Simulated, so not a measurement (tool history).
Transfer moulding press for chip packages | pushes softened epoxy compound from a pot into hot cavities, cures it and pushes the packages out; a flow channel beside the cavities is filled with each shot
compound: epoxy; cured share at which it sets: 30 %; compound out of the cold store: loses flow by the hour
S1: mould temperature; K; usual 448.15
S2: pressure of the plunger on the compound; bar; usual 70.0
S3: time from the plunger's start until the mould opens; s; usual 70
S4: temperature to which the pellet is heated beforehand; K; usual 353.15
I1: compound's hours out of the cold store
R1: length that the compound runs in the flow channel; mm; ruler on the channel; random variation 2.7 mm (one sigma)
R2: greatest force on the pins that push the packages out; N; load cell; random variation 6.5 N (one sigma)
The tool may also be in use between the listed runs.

run	hour	S1	S2	S3	S4	I1	R1	R2
1	0.0	448.15	70.0	70	353.15	20.9	597	432
2	33.3	448.15	70.0	70	353.15	17.2	613	323
3	61.0	448.15	70.0	70	353.15	18.7	607	375
4	78.4	448.15	52.4	70	353.15	36.7	477	386
5	106.7	448.15	52.4	70	353.15	44.5	466	399
6	134.4	440.15	70.0	70	353.15	42.3	554	416
7	152.4	448.15	70.0	70	353.15	33.7	564	309
8	185.5	448.15	70.0	70	353.15	13.3	632	403
9	205.8	448.15	70.0	78	353.15	18.5	621	350
10	239.8	448.15	70.0	78	353.15	21.7	597	388
11	278.5	444.15	70.0	70	353.15	10.4	641	491
12	294.5	444.15	70.0	70	353.15	34.6	566	468
13	327.8	448.15	70.0	93	353.15	33.5	553	317
14	363.9	452.15	70.0	70	353.15	33.0	554	200
15	379.8	447.15	58.0	97	345.15	16.7	550	222
16	399.2	445.15	76.1	52	345.15	39.2	581	879
17	414.9	448.15	60.4	55	349.15	36.9	526	685
18	441.9	448.15	60.4	55	349.15	30.2	542	801
19	469.5	450.15	60.4	55	348.15	8.5	602	792
20	486.3	448.15	70.0	57	346.15	22.1	601	450
21	521.6	442.15	70.0	70	361.15	16.2	629	534
22	558.8	442.15	70.0	70	361.15	45.3	538	529
23	578.0	455.15	70.0	108	362.15	22.2	582	306
24	604.5	455.15	70.0	108	362.15	44.0	519	196
25	631.0	445.15	66.7	70	360.15	25.3	574	374
26	667.0	445.15	66.7	70	360.15	38.7	533	433
27	695.8	445.15	66.7	70	360.15	33.2	562	477

Not shown: 9 entries that the log had between the listed runs. Between which runs, and how does the tool's hidden state differ before and after?
Between runs 1 and 2: cavities cleaned with cleaning compound and waxed (hour 12.5)
  true mould temperature over the reading, C: 1.08 -> 1.11; pressure that reaches the compound, % of what is set: 96.32 -> 95.71; grip of the stained cavities, % over clean ones': 84.8 -> 34.6
  measured less the result without the state, R1: -13 -> -15 mm; R2: +183 -> +66 N
Between runs 4 and 5: plunger's sealing rings changed (hour 98.6)
  true mould temperature over the reading, C: 1.15 -> 1.18; pressure that reaches the compound, % of what is set: 94.85 -> 99.82; grip of the stained cavities, % over clean ones': 70.5 -> 81.9
  measured less the result without the state, R1: -15 -> -2 mm; R2: +147 -> +164 N
Between runs 5 and 6: cavities cleaned with cleaning compound and waxed (hour 130.7)
  true mould temperature over the reading, C: 1.18 -> 1.2; pressure that reaches the compound, % of what is set: 99.82 -> 99.31; grip of the stained cavities, % over clean ones': 81.9 -> 9.1
  measured less the result without the state, R1: -2 -> -4 mm; R2: +164 -> +1 N
Between runs 10 and 11: cavities cleaned with cleaning compound and waxed (hour 246.2)
  true mould temperature over the reading, C: 1.3 -> 1.34; pressure that reaches the compound, % of what is set: 97.31 -> 96.53; grip of the stained cavities, % over clean ones': 86.8 -> 47.2
  measured less the result without the state, R1: -10 -> -13 mm; R2: +168 -> +123 N
Between runs 13 and 14: cavities cleaned with cleaning compound and waxed (hour 362.3)
  true mould temperature over the reading, C: 1.38 -> 1.41; pressure that reaches the compound, % of what is set: 95.59 -> 94.96; grip of the stained cavities, % over clean ones': 79.4 -> 4
  measured less the result without the state, R1: -15 -> -17 mm; R2: +138 -> -1 N
Between runs 15 and 16: plunger's sealing rings changed (hour 389.8)
  true mould temperature over the reading, C: 1.43 -> 1.44; pressure that reaches the compound, % of what is set: 94.64 -> 99.7; grip of the stained cavities, % over clean ones': 28.4 -> 47.8
  measured less the result without the state, R1: -18 -> -3 mm; R2: +47 -> +242 N
Between runs 19 and 20: cavities cleaned with cleaning compound and waxed (hour 481.0)
  true mould temperature over the reading, C: 1.51 -> 1.52; pressure that reaches the compound, % of what is set: 98.28 -> 97.99; grip of the stained cavities, % over clean ones': 86 -> 10.2
  measured less the result without the state, R1: -7 -> -8 mm; R2: +322 -> -3 N
Between runs 23 and 24: cavities cleaned with cleaning compound and waxed (hour 597.9)
  true mould temperature over the reading, C: 1.61 -> 1.63; pressure that reaches the compound, % of what is set: 96.26 -> 95.81; grip of the stained cavities, % over clean ones': 83.7 -> 15.5
  measured less the result without the state, R1: -13 -> -13 mm; R2: +142 -> +26 N
Between runs 26 and 27: plunger's sealing rings changed (hour 680.6)
  true mould temperature over the reading, C: 1.69 -> 1.71; pressure that reaches the compound, % of what is set: 94.63 -> 99.28; grip of the stained cavities, % over clean ones': 74.1 -> 83.7
  measured less the result without the state, R1: -17 -> -4 mm; R2: +156 -> +187 N
